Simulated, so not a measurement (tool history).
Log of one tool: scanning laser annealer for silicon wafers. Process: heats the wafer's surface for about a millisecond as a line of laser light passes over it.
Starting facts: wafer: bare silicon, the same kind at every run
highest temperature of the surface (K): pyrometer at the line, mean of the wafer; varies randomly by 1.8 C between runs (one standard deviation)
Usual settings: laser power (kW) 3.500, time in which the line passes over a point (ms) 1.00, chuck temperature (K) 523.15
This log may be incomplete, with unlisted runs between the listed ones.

run    hour  laser power (kW)  time in which the line passes over a point (ms)  chuck temperature (K)  highest temperature of the surface (K)
  1     0.0             3.500                                             1.00                 523.15                                 1236.15
  2    49.6             3.500                                             1.00                 523.15                                 1235.15
  3    83.2             3.500                                             1.00                 523.15                                 1234.15
  4   118.9             3.500                                             0.90                 523.15                                 1202.15
  5   148.5             3.500                                             1.00                 498.15                                 1204.15
  6   193.1             3.500                                             1.00                 498.15                                 1202.15
      202.7  -- optics aligned, line set to its width
  7   244.6             3.500                                             1.00                 523.15                                 1248.15
  8   283.8             3.500                                             1.00                 523.15                                 1244.15
  9   326.8             3.500                                             1.00                 523.15                                 1242.15
 10   379.6             3.500                                             1.00                 523.15                                 1243.15
 11   426.8             3.500                                             0.96                 523.15                                 1224.15
 12   466.1             3.500                                             0.96                 523.15                                 1222.15
 13   500.1             3.500                                             0.96                 523.15                                 1222.15
      506.5  -- laser's power meter calibrated
 14   562.3             3.500                                             0.96                 523.15                                 1220.15
      615.1  -- window over the wafer cleaned
 15   615.1             3.500                                             0.96                 523.15                                 1263.15
 16   666.8             3.500                                             0.96                 523.15                                 1261.15
 17   714.4             3.500                                             0.96                 523.15                                 1256.15
 18   760.3             3.006                                             1.00                 554.15                                 1173.15
 19   815.5             3.006                                             1.00                 554.15                                 1170.15
 20   863.2             3.006                                             0.93                 554.15                                 1152.15
      880.2  -- laser's power meter calibrated, once more
 21   919.7             3.578                                             0.93                 554.15                                 1284.15
 22   957.0             3.303                                             0.77                 562.15                                 1177.15
 23  1014.9             3.160                                             1.00                 541.15                                 1184.15
 24  1074.1             3.160                                             1.00                 541.15                                 1183.15
 25  1109.1             3.038                                             1.00                 515.15                                 1125.15
 26  1151.6             3.038                                             1.12                 515.15                                 1150.15
 27  1201.3             3.792                                             0.99                 523.15                                 1320.15
 28  1260.7             3.821                                             1.00                 559.15                                 1358.15
 29  1299.6             3.529                                             1.00                 552.15                                 1273.15
 30  1355.6             3.529                                             1.00                 552.15                                 1273.15
 31  1403.2             3.529                                             1.00                 552.15                                 1269.15

3 ways to go on from here, each from the tool as it stands after run 31. What would each give?
  A  1430.4             3.500                                             0.71                 523.15                                       ?
  B  1430.4             3.121                                             1.00                 523.15                                       ?
  C  1430.4             3.529                                             1.00                 525.15                                       ?

run  highest temperature of the surface (K)
  A                                 1139.15
  B                                 1141.15
  C                                 1242.15
Stripped of hidden state, with their random variation kept, the same runs would have yielded:
run  highest temperature of the surface (K)
  A                                 1181.15
  B                                 1183.15
  C                                 1290.15
